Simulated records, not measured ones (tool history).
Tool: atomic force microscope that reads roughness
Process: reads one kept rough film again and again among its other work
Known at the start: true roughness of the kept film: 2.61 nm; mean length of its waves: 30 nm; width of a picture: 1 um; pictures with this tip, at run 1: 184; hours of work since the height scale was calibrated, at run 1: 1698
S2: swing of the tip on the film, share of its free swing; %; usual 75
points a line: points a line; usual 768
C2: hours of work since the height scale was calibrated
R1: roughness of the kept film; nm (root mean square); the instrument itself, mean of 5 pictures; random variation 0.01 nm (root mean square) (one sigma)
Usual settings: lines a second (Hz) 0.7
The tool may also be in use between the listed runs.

Run 1, hour 0: usual settings; pictures with this tip 184; C2 1698. Result: R1 2.115 nm (root mean square).
At hour 21.4: new tip fitted.
Run 2, hour 42.2: usual settings; pictures with this tip 27; C2 1726. Result: R1 2.276 nm (root mean square).
Run 3, hour 104.8: usual settings; pictures with this tip 109; C2 1767. Result: R1 2.181 nm (root mean square).
Run 4, hour 173.5: usual settings but S2 62 %; pictures with this tip 199; C2 1812. Result: R1 2.18 nm (root mean square).
At hour 184.6: new tip fitted.
Run 5, hour 217.5: usual settings but points a line 625; pictures with this tip 43; C2 1840. Result: R1 2.248 nm (root mean square).
Run 6, hour 258.1: usual settings but S2 61 %; pictures with this tip 96; C2 1867. Result: R1 2.273 nm (root mean square).
Run 7, hour 321: usual settings but points a line 843; pictures with this tip 178; C2 1908. Result: R1 2.14 nm (root mean square).
At hour 326.5: height scale calibrated on a step standard.
At hour 347.3: new tip fitted.
Run 8, hour 359.9: usual settings but points a line 843; pictures with this tip 16; C2 22. Result: R1 2.304 nm (root mean square).
Run 9, hour 422: usual settings but lines a second (Hz) 0.902; pictures with this tip 98; C2 62. Result: R1 2.21 nm (root mean square).
At hour 432.5: height scale calibrated on a step standard, once more.
Run 10, hour 458.9: usual settings; pictures with this tip 145; C2 17. Result: R1 2.142 nm (root mean square).
Run 11, hour 499.6: usual settings but lines a second (Hz) 0.875, points a line 480; pictures with this tip 198; C2 44. Result: R1 2.059 nm (root mean square).
At hour 511.5: new tip fitted.
Run 12, hour 567.9: usual settings but lines a second (Hz) 0.944, S2 74 %; pictures with this tip 74; C2 88. Result: R1 2.16 nm (root mean square).
Run 13, hour 610.8: usual settings but lines a second (Hz) 0.693, S2 69 %; pictures with this tip 130; C2 116. Result: R1 2.164 nm (root mean square).
At hour 674.2: new tip fitted.
Run 14, hour 675.1: usual settings but lines a second (Hz) 0.716, S2 56 %, points a line 918; pictures with this tip 2; C2 158. Result: R1 2.373 nm (root mean square).
Run 15, hour 739.1: usual settings but lines a second (Hz) 0.669, points a line 764; pictures with this tip 85; C2 200. Result: R1 2.21 nm (root mean square).
Run 16, hour 785.8: usual settings but lines a second (Hz) 0.856, S2 72 %, points a line 939; pictures with this tip 147; C2 231. Result: R1 2.136 nm (root mean square).
At hour 839.8: new tip fitted.
Run 17, hour 846.1: usual settings but lines a second (Hz) 0.877, S2 57 %, points a line 335; pictures with this tip 8; C2 270. Result: R1 2.33 nm (root mean square).
Run 18, hour 887.8: usual settings but lines a second (Hz) 0.527, S2 65 %, points a line 859; pictures with this tip 62; C2 297. Result: R1 2.282 nm (root mean square).
Run 19, hour 917: usual settings but S2 84 %; pictures with this tip 101; C2 316. Result: R1 2.11 nm (root mean square).

Forecast each of these 3 alternatives for the next run:
Run A, hour 977.8: usual settings but lines a second (Hz) 2.632, S2 87 %, points a line 307; pictures with this tip 180; C2 356. Result: R1 ?.
Run B, hour 977.8: usual settings but lines a second (Hz) 3.366, S2 71 %, points a line 560; pictures with this tip 180; C2 356. Result: R1 ?.
Run C, hour 977.8: usual settings but lines a second (Hz) 0.579, points a line 257; pictures with this tip 180; C2 356. Result: R1 ?.

run     R1
  A  1.609
  B  1.827
  C  2.096
Without the tool's hidden state the same runs would have given:
run     R1
  A  1.744
  B  1.981
  C  2.273
